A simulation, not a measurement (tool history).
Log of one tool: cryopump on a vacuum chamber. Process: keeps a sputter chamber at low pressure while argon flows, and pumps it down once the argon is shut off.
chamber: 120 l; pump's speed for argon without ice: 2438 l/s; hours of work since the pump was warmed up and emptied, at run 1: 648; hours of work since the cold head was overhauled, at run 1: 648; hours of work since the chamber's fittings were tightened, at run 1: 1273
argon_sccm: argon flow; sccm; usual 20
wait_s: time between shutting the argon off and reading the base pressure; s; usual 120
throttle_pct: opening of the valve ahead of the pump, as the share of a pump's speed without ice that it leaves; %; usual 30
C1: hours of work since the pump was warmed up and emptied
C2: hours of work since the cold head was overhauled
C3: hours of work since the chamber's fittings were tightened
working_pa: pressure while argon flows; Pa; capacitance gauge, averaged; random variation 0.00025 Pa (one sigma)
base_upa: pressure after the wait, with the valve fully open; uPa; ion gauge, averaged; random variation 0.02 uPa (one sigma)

run 1 hour=0.0 | argon_sccm=20 wait_s=120 throttle_pct=30 | C1=648 C2=648 C3=1273 | working_pa=0.0495 base_upa=1.34
run 2 hour=27.2 | argon_sccm=20 wait_s=159 throttle_pct=30 | C1=671 C2=671 C3=1296 | working_pa=0.0495 base_upa=1.37
run 3 hour=53.9 | argon_sccm=20 wait_s=159 throttle_pct=30 | C1=693 C2=693 C3=1318 | working_pa=0.0497 base_upa=1.32
run 4 hour=77.1 | argon_sccm=20 wait_s=120 throttle_pct=36 | C1=712 C2=712 C3=1337 | working_pa=0.0419 base_upa=1.43
run 5 hour=99.5 | argon_sccm=20 wait_s=120 throttle_pct=36 | C1=731 C2=731 C3=1356 | working_pa=0.0421 base_upa=1.47
run 6 hour=123.7 | argon_sccm=20 wait_s=120 throttle_pct=36 | C1=752 C2=752 C3=1376 | working_pa=0.0424 base_upa=1.45
run 7 hour=142.4 | argon_sccm=20 wait_s=120 throttle_pct=36 | C1=767 C2=767 C3=1392 | working_pa=0.0424 base_upa=1.43
run 8 hour=187.3 | argon_sccm=8 wait_s=120 throttle_pct=36 | C1=805 C2=805 C3=1430 | working_pa=0.0169 base_upa=1.59
-- hour=203.7 pump warmed up, emptied and cooled again
run 9 hour=215.6 | argon_sccm=20 wait_s=120 throttle_pct=26 | C1=10 C2=824 C3=1449 | working_pa=0.0536 base_upa=1.21
run 10 hour=237.7 | argon_sccm=20 wait_s=120 throttle_pct=38 | C1=29 C2=843 C3=1468 | working_pa=0.0369 base_upa=1.25
run 11 hour=275.1 | argon_sccm=20 wait_s=120 throttle_pct=38 | C1=60 C2=874 C3=1499 | working_pa=0.0370 base_upa=1.28
run 12 hour=301.9 | argon_sccm=20 wait_s=120 throttle_pct=38 | C1=82 C2=897 C3=1522 | working_pa=0.0370 base_upa=1.31
run 13 hour=324.4 | argon_sccm=20 wait_s=120 throttle_pct=38 | C1=101 C2=916 C3=1541 | working_pa=0.0373 base_upa=1.36
run 14 hour=366.5 | argon_sccm=20 wait_s=120 throttle_pct=30 | C1=137 C2=951 C3=1576 | working_pa=0.0462 base_upa=1.40
run 15 hour=396.8 | argon_sccm=20 wait_s=120 throttle_pct=30 | C1=162 C2=976 C3=1601 | working_pa=0.0475 base_upa=1.41
run 16 hour=424.6 | argon_sccm=20 wait_s=120 throttle_pct=30 | C1=185 C2=1000 C3=1625 | working_pa=0.0477 base_upa=1.45
run 17 hour=455.7 | argon_sccm=20 wait_s=120 throttle_pct=30 | C1=211 C2=1026 C3=1651 | working_pa=0.0477 base_upa=1.44
run 18 hour=500.0 | argon_sccm=20 wait_s=74 throttle_pct=30 | C1=248 C2=1063 C3=1688 | working_pa=0.0475 base_upa=1.61
run 19 hour=544.0 | argon_sccm=23 wait_s=40 throttle_pct=17 | C1=285 C2=1100 C3=1725 | working_pa=0.0960 base_upa=1.92
run 20 hour=576.2 | argon_sccm=20 wait_s=90 throttle_pct=37 | C1=312 C2=1127 C3=1752 | working_pa=0.0392 base_upa=1.58
run 21 hour=613.9 | argon_sccm=19 wait_s=90 throttle_pct=37 | C1=344 C2=1158 C3=1783 | working_pa=0.0376 base_upa=1.60
run 22 hour=638.9 | argon_sccm=12 wait_s=121 throttle_pct=30 | C1=365 C2=1179 C3=1804 | working_pa=0.0290 base_upa=1.59
run 23 hour=660.9 | argon_sccm=25 wait_s=51 throttle_pct=26 | C1=383 C2=1198 C3=1823 | working_pa=0.0691 base_upa=1.86
run 24 hour=688.5 | argon_sccm=20 wait_s=186 throttle_pct=30 | C1=406 C2=1221 C3=1846 | working_pa=0.0488 base_upa=1.64
run 25 hour=712.3 | argon_sccm=20 wait_s=186 throttle_pct=30 | C1=426 C2=1241 C3=1866 | working_pa=0.0484 base_upa=1.67
run 26 hour=754.9 | argon_sccm=18 wait_s=212 throttle_pct=20 | C1=462 C2=1277 C3=1901 | working_pa=0.0645 base_upa=1.68
run 27 hour=774.2 | argon_sccm=16 wait_s=116 throttle_pct=15 | C1=478 C2=1293 C3=1918 | working_pa=0.0761 base_upa=1.75
run 28 hour=808.2 | argon_sccm=20 wait_s=28 throttle_pct=17 | C1=507 C2=1321 C3=1946 | working_pa=0.0839 base_upa=2.38
run 29 hour=848.8 | argon_sccm=11 wait_s=81 throttle_pct=16 | C1=541 C2=1355 C3=1980 | working_pa=0.0491 base_upa=1.87
run 30 hour=875.5 | argon_sccm=11 wait_s=81 throttle_pct=16 | C1=563 C2=1378 C3=2003 | working_pa=0.0491 base_upa=1.96
run 31 hour=904.9 | argon_sccm=22 wait_s=120 throttle_pct=28 | C1=588 C2=1402 C3=2027 | working_pa=0.0576 base_upa=1.87
run 32 hour=939.5 | argon_sccm=11 wait_s=145 throttle_pct=42 | C1=617 C2=1431 C3=2056 | working_pa=0.0197 base_upa=2.00
run 33 hour=969.3 | argon_sccm=32 wait_s=145 throttle_pct=16 | C1=642 C2=1456 C3=2081 | working_pa=0.1435 base_upa=1.86
-- hour=1017.3 leaking fittings of the chamber tightened, without venting
run 34 hour=1017.3 | argon_sccm=29 wait_s=72 throttle_pct=20 | C1=680 C2=1495 C3=0 | working_pa=0.1061 base_upa=0.45

3 ways to go on from here, each from the tool as it stands after run 34. What would each give?
run A hour=1061.6 | argon_sccm=29 wait_s=78 throttle_pct=29 | C1=718 C2=1532 C3=37 | working_pa=? base_upa=?
run B hour=1061.6 | argon_sccm=40 wait_s=103 throttle_pct=29 | C1=718 C2=1532 C3=37 | working_pa=? base_upa=?
run C hour=1061.6 | argon_sccm=29 wait_s=23 throttle_pct=20 | C1=718 C2=1532 C3=37 | working_pa=? base_upa=?

run=A working_pa=0.0744 base_upa=0.47
run=B working_pa=0.1037 base_upa=0.40
run=C working_pa=0.1055 base_upa=1.11
Without the tool's hidden state the same runs would have given:
run=A working_pa=0.0691 base_upa=0.40
run=B working_pa=0.0964 base_upa=0.34
run=C working_pa=0.1002 base_upa=1.05
